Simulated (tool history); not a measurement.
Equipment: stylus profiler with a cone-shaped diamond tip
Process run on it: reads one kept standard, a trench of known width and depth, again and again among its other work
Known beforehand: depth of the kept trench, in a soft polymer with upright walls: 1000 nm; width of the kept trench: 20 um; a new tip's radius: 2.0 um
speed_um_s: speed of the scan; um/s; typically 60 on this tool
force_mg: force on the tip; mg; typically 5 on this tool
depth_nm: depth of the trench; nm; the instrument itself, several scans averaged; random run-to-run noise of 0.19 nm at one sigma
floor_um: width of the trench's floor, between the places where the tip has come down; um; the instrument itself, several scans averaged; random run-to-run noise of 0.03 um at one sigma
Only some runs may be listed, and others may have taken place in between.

{"run": 1, "hour": 0.0, "speed_um_s": 60, "force_mg": 5, "depth_nm": 1017.18, "floor_um": 13.72}
{"run": 2, "hour": 39.9, "speed_um_s": 60, "force_mg": 5, "depth_nm": 1017.28, "floor_um": 13.71}
{"run": 3, "hour": 85.7, "speed_um_s": 60, "force_mg": 5, "depth_nm": 1016.54, "floor_um": 13.7}
{"run": 4, "hour": 111.2, "speed_um_s": 60, "force_mg": 5, "depth_nm": 1016.71, "floor_um": 13.67}
{"run": 5, "hour": 154.7, "speed_um_s": 60, "force_mg": 5, "depth_nm": 1016.67, "floor_um": 13.6}
{"run": 6, "hour": 195.6, "speed_um_s": 60, "force_mg": 5.95, "depth_nm": 1019.28, "floor_um": 13.54}
{"run": 7, "hour": 222.2, "speed_um_s": 60, "force_mg": 5, "depth_nm": 1016.51, "floor_um": 13.51}
{"run": 8, "hour": 255.8, "speed_um_s": 60, "force_mg": 5, "depth_nm": 1016.3, "floor_um": 13.4}
{"run": 9, "hour": 276.2, "speed_um_s": 60, "force_mg": 5, "depth_nm": 1016.55, "floor_um": 13.5}
{"run": 10, "hour": 309.3, "speed_um_s": 60, "force_mg": 5, "depth_nm": 1016.47, "floor_um": 13.39}
{"run": 11, "hour": 343.5, "speed_um_s": 60, "force_mg": 5, "depth_nm": 1016.32, "floor_um": 13.37}
{"run": 12, "hour": 368.0, "speed_um_s": 60, "force_mg": 5, "depth_nm": 1016.38, "floor_um": 13.32}
{"run": 13, "hour": 399.8, "speed_um_s": 60, "force_mg": 14.39, "depth_nm": 1036.57, "floor_um": 13.39}
{"run": 14, "hour": 420.0, "speed_um_s": 60, "force_mg": 14.39, "depth_nm": 1036.51, "floor_um": 13.3}
{"hour": 439.8, "done": "height scale calibrated on a step standard"}
{"run": 15, "hour": 451.6, "speed_um_s": 60, "force_mg": 5, "depth_nm": 1019.39, "floor_um": 13.21}
{"run": 16, "hour": 482.0, "speed_um_s": 60, "force_mg": 5, "depth_nm": 1019.09, "floor_um": 13.17}
{"run": 17, "hour": 528.1, "speed_um_s": 60, "force_mg": 5, "depth_nm": 1019.71, "floor_um": 13.16}
{"run": 18, "hour": 557.2, "speed_um_s": 60, "force_mg": 14.93, "depth_nm": 1040.34, "floor_um": 13.19}
{"run": 19, "hour": 591.7, "speed_um_s": 60, "force_mg": 14.93, "depth_nm": 1040.46, "floor_um": 13.12}
{"run": 20, "hour": 635.7, "speed_um_s": 60, "force_mg": 14.93, "depth_nm": 1040.33, "floor_um": 13.12}
{"hour": 662.4, "done": "new tip fitted, height scale calibrated"}
{"run": 21, "hour": 664.1, "speed_um_s": 181, "force_mg": 2.26, "depth_nm": 1011.66, "floor_um": 15.93}
{"run": 22, "hour": 697.7, "speed_um_s": 25, "force_mg": 4.89, "depth_nm": 1019.52, "floor_um": 16.34}
{"run": 23, "hour": 727.0, "speed_um_s": 106, "force_mg": 5, "depth_nm": 1019.88, "floor_um": 16.17}
{"run": 24, "hour": 767.2, "speed_um_s": 106, "force_mg": 5, "depth_nm": 1019.38, "floor_um": 16.06}
{"run": 25, "hour": 809.6, "speed_um_s": 106, "force_mg": 5, "depth_nm": 1019.63, "floor_um": 15.98}
{"run": 26, "hour": 837.3, "speed_um_s": 106, "force_mg": 5, "depth_nm": 1019.63, "floor_um": 15.95}
{"run": 27, "hour": 866.9, "speed_um_s": 106, "force_mg": 4.83, "depth_nm": 1019.3, "floor_um": 15.87}
{"run": 28, "hour": 887.1, "speed_um_s": 134, "force_mg": 3.14, "depth_nm": 1014.35, "floor_um": 15.64}
{"run": 29, "hour": 916.2, "speed_um_s": 134, "force_mg": 3.14, "depth_nm": 1014.35, "floor_um": 15.6}
{"run": 30, "hour": 959.8, "speed_um_s": 39, "force_mg": 3.64, "depth_nm": 1015.63, "floor_um": 15.86}
{"run": 31, "hour": 1006.1, "speed_um_s": 191, "force_mg": 4.73, "depth_nm": 1018.75, "floor_um": 15.43}
{"run": 32, "hour": 1036.7, "speed_um_s": 191, "force_mg": 4.73, "depth_nm": 1018.4, "floor_um": 15.37}
{"run": 33, "hour": 1074.7, "speed_um_s": 104, "force_mg": 12.79, "depth_nm": 1036.39, "floor_um": 15.55}
{"run": 34, "hour": 1109.9, "speed_um_s": 30, "force_mg": 4.14, "depth_nm": 1017.04, "floor_um": 15.59}
{"run": 35, "hour": 1131.9, "speed_um_s": 15, "force_mg": 12.03, "depth_nm": 1034.71, "floor_um": 15.57}
{"run": 36, "hour": 1151.9, "speed_um_s": 15, "force_mg": 12.03, "depth_nm": 1034.51, "floor_um": 15.55}
{"run": 37, "hour": 1194.4, "speed_um_s": 122, "force_mg": 8, "depth_nm": 1026.18, "floor_um": 15.26}
{"run": 38, "hour": 1240.9, "speed_um_s": 122, "force_mg": 8, "depth_nm": 1026.44, "floor_um": 15.21}
{"run": 39, "hour": 1280.4, "speed_um_s": 70, "force_mg": 8, "depth_nm": 1026.27, "floor_um": 15.25}
{"run": 40, "hour": 1301.7, "speed_um_s": 142, "force_mg": 10.24, "depth_nm": 1030.96, "floor_um": 15.09}

Here are 5 independent what-if runs from the current tool condition. What would each one return?
{"run": "A", "hour": 1344.8, "speed_um_s": 158, "force_mg": 1.89, "depth_nm": "?", "floor_um": "?"}
{"run": "B", "hour": 1344.8, "speed_um_s": 187, "force_mg": 5.89, "depth_nm": "?", "floor_um": "?"}
{"run": "C", "hour": 1344.8, "speed_um_s": 109, "force_mg": 2.17, "depth_nm": "?", "floor_um": "?"}
{"run": "D", "hour": 1344.8, "speed_um_s": 121, "force_mg": 14.68, "depth_nm": "?", "floor_um": "?"}
{"run": "E", "hour": 1344.8, "speed_um_s": 60, "force_mg": 4.52, "depth_nm": "?", "floor_um": "?"}

run=A depth_nm=1009.21 floor_um=14.7
run=B depth_nm=1021.29 floor_um=14.85
run=C depth_nm=1010.42 floor_um=14.9
run=D depth_nm=1039.56 floor_um=15.12
run=E depth_nm=1017.84 floor_um=15.12
Without the tool's hidden state the same runs would have given:
run=A depth_nm=1010 floor_um=15.99
run=B depth_nm=1022.09 floor_um=16.15
run=C depth_nm=1011.21 floor_um=16.19
run=D depth_nm=1040.37 floor_um=16.42
run=E depth_nm=1018.63 floor_um=16.41

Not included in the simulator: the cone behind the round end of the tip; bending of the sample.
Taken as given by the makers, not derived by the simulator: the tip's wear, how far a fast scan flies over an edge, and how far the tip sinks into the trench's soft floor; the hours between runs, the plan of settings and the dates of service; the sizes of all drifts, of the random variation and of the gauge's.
